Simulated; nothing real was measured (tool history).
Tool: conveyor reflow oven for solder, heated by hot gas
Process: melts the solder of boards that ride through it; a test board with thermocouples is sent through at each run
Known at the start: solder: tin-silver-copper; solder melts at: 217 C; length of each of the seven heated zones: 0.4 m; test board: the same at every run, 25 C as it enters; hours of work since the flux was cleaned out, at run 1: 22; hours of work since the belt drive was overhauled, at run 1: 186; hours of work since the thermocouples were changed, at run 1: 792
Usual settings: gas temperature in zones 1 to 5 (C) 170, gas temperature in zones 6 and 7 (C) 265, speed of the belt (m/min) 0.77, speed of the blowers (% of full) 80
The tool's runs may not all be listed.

run	hour	gas temperature in zones 1 to 5 (C)	gas temperature in zones 6 and 7 (C)	speed of the belt (m/min)	speed of the blowers (% of full)	hours of work since the flux was cleaned out	hours of work since the belt drive was overhauled	hours of work since the thermocouples were changed	highest temperature of the board (C)	time above the solder's melting point (s)
1	0	170	265	0.77	80	22	186	792	251.2	45.9
2	5.3	181	265	0.77	80	24	188	794	252.8	50
3	13.4	170	265	0.77	80	28	191	797	251.2	46.4
4	20.7	170	265	0.77	73	31	194	800	250.1	44.8
5	28.7	170	265	0.77	55	34	198	804	245.5	40.9
6	33.7	170	265	0.721	80	36	200	806	253.1	50.7
7	42.4	170	265	0.721	80	40	204	810	253.2	50.6
8	48.8	170	265	0.721	80	43	206	812	252.7	50.5
9	53.4	157	265	0.77	80	45	208	814	249.3	41.7
10	60.5	170	266	0.77	80	48	211	817	252.3	46.9
11	68.1	170	266	0.77	80	51	215	820	252.3	46.3
12	75.8	170	266	0.77	80	54	218	824	252.8	47
13	81.4	170	266	0.77	80	57	220	826	252.4	46.4
14	87.6	170	266	0.77	80	59	223	829	252	46.4
15	93.9	170	266	0.77	80	62	225	831	251.9	46.7
16	98.6	170	266	0.77	80	64	227	833	252.4	46.3
17	107.5	170	266	0.77	80	68	231	837	252.1	46.3
18	115.3	170	266	0.77	80	71	235	840	252	46.5
19	123.9	167	273	0.77	80	75	238	844	258.1	48.7
20	134.1	167	273	0.77	80	79	243	848	258.4	48.6
21	141.7	170	265	0.77	52	82	246	852	244.3	39.6
22	146.7	185	265	0.77	50	84	248	854	247	46.4
23	155.2	185	265	0.77	84	88	251	857	254.2	52.3
24	162.1	170	265	0.785	73	91	254	860	249.4	43.2
25	172.7	161	265	0.849	73	95	259	865	244.7	34.6
26	178.7	170	258	0.727	80	98	261	867	245.9	46.3
27	189.4	170	265	0.9	80	102	266	872	246.2	35.5
28	197.2	170	260	0.9	88	106	269	875	243.9	34.6
29	203.2	173	265	0.79	80	108	272	878	251	45.3
30	210.6	159	265	0.79	77	111	275	881	248.1	39.3

Some steps in highest temperature of the board (C) between neighbouring runs. How much of each would the tool show without its hidden state too (settings, what came in, random variation), and how much is left for the hidden state, with any gauge scatter that isn't in both results?
The hidden state here: heat that the gas passes to the board, % of a clean oven's; belt's true speed, % of the reading; true gas temperature in zones 6 and 7 over the reading, C; drift of the gauge itself on peak_c, C; drift of the gauge itself on liquid_s, %.
Run 5 -> 6: speed of the belt (m/min) 0.77 -> 0.721, speed of the blowers (% of full) 55 -> 80. highest temperature of the board (C) +7.6: hidden state -0.1, all else +7.7.
Run 6 -> 7: no setting changed, nothing entered. highest temperature of the board (C) +0.1: hidden state +0.1, all else +0.
Run 20 -> 21: gas temperature in zones 1 to 5 (C) 167 -> 170, gas temperature in zones 6 and 7 (C) 273 -> 265, speed of the blowers (% of full) 80 -> 52. highest temperature of the board (C) -14.1: hidden state +0.2, all else -14.3.
Run 22 -> 23: speed of the blowers (% of full) 50 -> 84. highest temperature of the board (C) +7.2: hidden state -0.1, all else +7.3.

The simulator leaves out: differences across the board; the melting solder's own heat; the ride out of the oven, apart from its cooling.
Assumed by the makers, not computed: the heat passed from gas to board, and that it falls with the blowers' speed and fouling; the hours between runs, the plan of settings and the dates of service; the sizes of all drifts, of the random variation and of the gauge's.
